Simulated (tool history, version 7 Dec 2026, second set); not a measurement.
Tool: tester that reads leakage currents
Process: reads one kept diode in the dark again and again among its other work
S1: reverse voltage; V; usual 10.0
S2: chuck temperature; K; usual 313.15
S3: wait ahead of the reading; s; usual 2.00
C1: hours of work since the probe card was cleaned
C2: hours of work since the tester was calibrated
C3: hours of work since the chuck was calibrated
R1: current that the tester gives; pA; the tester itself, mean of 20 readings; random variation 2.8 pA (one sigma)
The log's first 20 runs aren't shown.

| run | hour | S1 | S2 | S3 | C1 | C2 | C3 | R1 |
|---|---|---|---|---|---|---|---|---|
| 21 | 1443.9 | 10.0 | 296.15 | 1.60 | 518 | 638 | 2001 | 178.18 |
| 22 | 1490.3 | 10.0 | 296.15 | 1.60 | 550 | 670 | 2034 | 177.74 |
| 23 | 1580.8 | 10.0 | 294.15 | 1.72 | 613 | 733 | 2097 | 146.61 |
| 24 | 1665.0 | 2.5 | 294.15 | 0.78 | 672 | 792 | 2156 | 86.33 |
| 25 | 1742.5 | 2.5 | 294.15 | 0.78 | 726 | 846 | 2210 | 86.40 |
| 26 | 1818.9 | 13.5 | 318.15 | 0.43 | 779 | 899 | 2263 | 1464.82 |
| 27 | 1875.7 | 1.4 | 295.15 | 5.43 | 819 | 939 | 2303 | 75.80 |
|  | 1898.4 | chuck's temperature calibrated |
| 28 | 1930.8 | 3.5 | 295.15 | 1.62 | 856 | 976 | 23 | 123.64 |
| 29 | 2023.9 | 3.5 | 295.15 | 1.62 | 921 | 1041 | 88 | 124.54 |
| 30 | 2113.6 | 8.1 | 313.15 | 2.00 | 984 | 1103 | 150 | 881.53 |
| 31 | 2156.1 | 4.1 | 296.15 | 1.20 | 1013 | 1133 | 180 | 143.77 |
| 32 | 2200.0 | 4.1 | 296.15 | 1.20 | 1044 | 1164 | 210 | 143.46 |
| 33 | 2247.6 | 4.1 | 296.15 | 1.20 | 1077 | 1197 | 244 | 144.03 |
| 34 | 2325.2 | 4.1 | 296.15 | 1.20 | 1131 | 1251 | 298 | 143.42 |
| 35 | 2384.6 | 4.5 | 313.15 | 2.00 | 1173 | 1293 | 339 | 703.38 |
| 36 | 2433.6 | 2.7 | 332.15 | 2.00 | 1207 | 1327 | 373 | 2792.46 |
| 37 | 2518.3 | 2.7 | 332.15 | 2.00 | 1266 | 1386 | 432 | 2785.05 |
| 38 | 2593.3 | 2.7 | 332.15 | 2.00 | 1318 | 1438 | 485 | 2764.91 |
| 39 | 2652.1 | 2.7 | 332.15 | 0.49 | 1359 | 1479 | 526 | 2775.34 |

Forecast each of these 5 alternatives for the next run:
| A | 2698.1 | 6.6 | 297.15 | 1.01 | 1391 | 1511 | 558 | ? |
| B | 2698.1 | 10.0 | 328.15 | 2.00 | 1391 | 1511 | 558 | ? |
| C | 2698.1 | 10.0 | 319.15 | 0.40 | 1391 | 1511 | 558 | ? |
| D | 2698.1 | 1.6 | 328.15 | 2.54 | 1391 | 1511 | 558 | ? |
| E | 2698.1 | 1.5 | 332.15 | 0.49 | 1391 | 1511 | 558 | ? |

| run | R1 |
|---|---|
| A | 188.80 |
| B | 3260.02 |
| C | 1569.95 |
| D | 1665.60 |
| E | 2235.64 |
Without the tool's hidden state the same runs would have given:
| run | R1 |
|---|---|
| A | 185.92 |
| B | 3316.23 |
| C | 1593.12 |
| D | 1698.49 |
| E | 2279.10 |

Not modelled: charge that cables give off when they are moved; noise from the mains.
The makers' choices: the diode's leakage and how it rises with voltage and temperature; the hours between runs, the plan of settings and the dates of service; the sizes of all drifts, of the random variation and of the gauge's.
